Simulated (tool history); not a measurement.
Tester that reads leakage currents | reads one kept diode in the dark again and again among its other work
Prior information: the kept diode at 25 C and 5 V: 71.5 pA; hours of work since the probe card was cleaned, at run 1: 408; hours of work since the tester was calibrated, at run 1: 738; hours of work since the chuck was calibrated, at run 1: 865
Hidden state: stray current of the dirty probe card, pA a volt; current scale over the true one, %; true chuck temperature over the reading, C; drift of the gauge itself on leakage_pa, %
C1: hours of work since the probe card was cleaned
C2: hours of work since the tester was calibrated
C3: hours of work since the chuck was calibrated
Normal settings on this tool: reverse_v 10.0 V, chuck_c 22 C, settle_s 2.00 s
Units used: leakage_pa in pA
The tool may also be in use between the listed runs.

{"run": 1, "hour": 0.0, "reverse_v": 10.0, "chuck_c": 22, "settle_s": 2.0, "C1": 408, "C2": 738, "C3": 865, "leakage_pa": 83.55}
{"run": 2, "hour": 24.6, "reverse_v": 10.0, "chuck_c": 22, "settle_s": 2.0, "C1": 425, "C2": 755, "C3": 882, "leakage_pa": 83.85}
{"run": 3, "hour": 54.9, "reverse_v": 10.0, "chuck_c": 22, "settle_s": 2.0, "C1": 446, "C2": 776, "C3": 903, "leakage_pa": 84.34}
{"run": 4, "hour": 78.0, "reverse_v": 10.0, "chuck_c": 22, "settle_s": 2.0, "C1": 462, "C2": 792, "C3": 919, "leakage_pa": 84.2}
{"run": 5, "hour": 94.3, "reverse_v": 10.0, "chuck_c": 22, "settle_s": 2.0, "C1": 473, "C2": 803, "C3": 930, "leakage_pa": 84.06}
{"run": 6, "hour": 110.5, "reverse_v": 10.0, "chuck_c": 22, "settle_s": 2.0, "C1": 484, "C2": 814, "C3": 941, "leakage_pa": 84.23}
{"run": 7, "hour": 144.6, "reverse_v": 10.0, "chuck_c": 22, "settle_s": 2.0, "C1": 508, "C2": 838, "C3": 965, "leakage_pa": 84.25}
{"run": 8, "hour": 162.9, "reverse_v": 12.4, "chuck_c": 22, "settle_s": 2.0, "C1": 520, "C2": 850, "C3": 977, "leakage_pa": 95.19}
{"run": 9, "hour": 189.0, "reverse_v": 10.0, "chuck_c": 22, "settle_s": 0.73, "C1": 538, "C2": 868, "C3": 995, "leakage_pa": 87.19}
{"run": 10, "hour": 213.2, "reverse_v": 10.0, "chuck_c": 22, "settle_s": 2.0, "C1": 555, "C2": 885, "C3": 1012, "leakage_pa": 84.21}
{"run": 11, "hour": 239.2, "reverse_v": 10.0, "chuck_c": 22, "settle_s": 2.0, "C1": 573, "C2": 903, "C3": 1030, "leakage_pa": 84.3}
{"run": 12, "hour": 260.9, "reverse_v": 10.0, "chuck_c": 22, "settle_s": 2.0, "C1": 588, "C2": 918, "C3": 1045, "leakage_pa": 84.32}
{"run": 13, "hour": 294.5, "reverse_v": 10.0, "chuck_c": 22, "settle_s": 2.0, "C1": 611, "C2": 941, "C3": 1068, "leakage_pa": 83.91}
{"run": 14, "hour": 310.0, "reverse_v": 10.0, "chuck_c": 31, "settle_s": 2.0, "C1": 622, "C2": 952, "C3": 1079, "leakage_pa": 180.14}
{"run": 15, "hour": 332.8, "reverse_v": 10.0, "chuck_c": 31, "settle_s": 2.0, "C1": 638, "C2": 968, "C3": 1095, "leakage_pa": 180.22}
{"run": 16, "hour": 352.8, "reverse_v": 10.0, "chuck_c": 22, "settle_s": 8.11, "C1": 652, "C2": 981, "C3": 1108, "leakage_pa": 82.81}
{"run": 17, "hour": 380.1, "reverse_v": 2.3, "chuck_c": 22, "settle_s": 2.0, "C1": 670, "C2": 1000, "C3": 1127, "leakage_pa": 35.55}
{"run": 18, "hour": 404.8, "reverse_v": 10.0, "chuck_c": 26, "settle_s": 2.0, "C1": 687, "C2": 1017, "C3": 1144, "leakage_pa": 118.32}
{"run": 19, "hour": 431.5, "reverse_v": 10.0, "chuck_c": 26, "settle_s": 2.0, "C1": 706, "C2": 1036, "C3": 1163, "leakage_pa": 118.04}
{"run": 20, "hour": 456.7, "reverse_v": 10.0, "chuck_c": 26, "settle_s": 2.0, "C1": 723, "C2": 1053, "C3": 1180, "leakage_pa": 118.68}
{"run": 21, "hour": 485.4, "reverse_v": 10.0, "chuck_c": 26, "settle_s": 2.0, "C1": 743, "C2": 1073, "C3": 1200, "leakage_pa": 118.21}
{"run": 22, "hour": 512.7, "reverse_v": 10.0, "chuck_c": 32, "settle_s": 0.66, "C1": 762, "C2": 1092, "C3": 1219, "leakage_pa": 200.07}
{"run": 23, "hour": 530.9, "reverse_v": 18.5, "chuck_c": 42, "settle_s": 2.0, "C1": 775, "C2": 1105, "C3": 1232, "leakage_pa": 620.87}
{"run": 24, "hour": 548.8, "reverse_v": 18.5, "chuck_c": 42, "settle_s": 0.44, "C1": 787, "C2": 1117, "C3": 1244, "leakage_pa": 632.87}
{"run": 25, "hour": 567.9, "reverse_v": 1.0, "chuck_c": 42, "settle_s": 1.27, "C1": 800, "C2": 1130, "C3": 1257, "leakage_pa": 115.36}
{"run": 26, "hour": 598.0, "reverse_v": 1.0, "chuck_c": 35, "settle_s": 5.74, "C1": 821, "C2": 1151, "C3": 1278, "leakage_pa": 65.84}
{"run": 27, "hour": 628.6, "reverse_v": 10.0, "chuck_c": 22, "settle_s": 1.39, "C1": 842, "C2": 1172, "C3": 1299, "leakage_pa": 85.06}
{"run": 28, "hour": 643.9, "reverse_v": 12.2, "chuck_c": 22, "settle_s": 1.39, "C1": 853, "C2": 1183, "C3": 1310, "leakage_pa": 95.24}
{"run": 29, "hour": 668.4, "reverse_v": 12.2, "chuck_c": 22, "settle_s": 1.39, "C1": 870, "C2": 1200, "C3": 1327, "leakage_pa": 94.94}
{"run": 30, "hour": 693.6, "reverse_v": 15.2, "chuck_c": 34, "settle_s": 6.0, "C1": 887, "C2": 1217, "C3": 1344, "leakage_pa": 292.56}
{"run": 31, "hour": 718.9, "reverse_v": 4.7, "chuck_c": 22, "settle_s": 0.88, "C1": 905, "C2": 1234, "C3": 1362, "leakage_pa": 55.31}
{"run": 32, "hour": 741.1, "reverse_v": 1.1, "chuck_c": 22, "settle_s": 0.65, "C1": 920, "C2": 1250, "C3": 1377, "leakage_pa": 23.59}
{"hour": 771.4, "done": "chuck's temperature calibrated"}
{"run": 33, "hour": 774.6, "reverse_v": 1.1, "chuck_c": 22, "settle_s": 0.65, "C1": 942, "C2": 1272, "C3": 2, "leakage_pa": 23.52}
{"run": 34, "hour": 797.5, "reverse_v": 19.7, "chuck_c": 56, "settle_s": 2.23, "C1": 957, "C2": 1287, "C3": 18, "leakage_pa": 1827.69}
{"run": 35, "hour": 821.8, "reverse_v": 12.1, "chuck_c": 30, "settle_s": 0.83, "C1": 974, "C2": 1304, "C3": 35, "leakage_pa": 188.29}
{"run": 36, "hour": 838.3, "reverse_v": 10.0, "chuck_c": 40, "settle_s": 0.3, "C1": 986, "C2": 1316, "C3": 46, "leakage_pa": 382.26}
{"run": 37, "hour": 854.1, "reverse_v": 2.4, "chuck_c": 40, "settle_s": 0.55, "C1": 997, "C2": 1327, "C3": 57, "leakage_pa": 164.48}
{"run": 38, "hour": 888.4, "reverse_v": 4.1, "chuck_c": 22, "settle_s": 1.52, "C1": 1020, "C2": 1350, "C3": 81, "leakage_pa": 49.94}
{"run": 39, "hour": 911.5, "reverse_v": 4.1, "chuck_c": 22, "settle_s": 1.52, "C1": 1036, "C2": 1366, "C3": 97, "leakage_pa": 49.93}
{"run": 40, "hour": 931.5, "reverse_v": 4.1, "chuck_c": 22, "settle_s": 1.52, "C1": 1050, "C2": 1380, "C3": 111, "leakage_pa": 50.05}

Branching from run 40: 4 alternative next runs. What would each branch give?
{"run": "A", "hour": 956.7, "reverse_v": 4.1, "chuck_c": 25, "settle_s": 1.52, "C1": 1068, "C2": 1397, "C3": 128, "leakage_pa": "?"}
{"run": "B", "hour": 956.7, "reverse_v": 1.1, "chuck_c": 50, "settle_s": 0.76, "C1": 1068, "C2": 1397, "C3": 128, "leakage_pa": "?"}
{"run": "C", "hour": 956.7, "reverse_v": 6.4, "chuck_c": 21, "settle_s": 7.56, "C1": 1068, "C2": 1397, "C3": 128, "leakage_pa": "?"}
{"run": "D", "hour": 956.7, "reverse_v": 5.5, "chuck_c": 41, "settle_s": 1.52, "C1": 1068, "C2": 1397, "C3": 128, "leakage_pa": "?"}

run=A leakage_pa=64.71
run=B leakage_pa=222.67
run=C leakage_pa=58.65
run=D leakage_pa=284.52
With the hidden condition removed and each run's random variation left untouched, the same runs would have given:
run=A leakage_pa=64.69
run=B leakage_pa=222.66
run=C leakage_pa=58.63
run=D leakage_pa=284.49
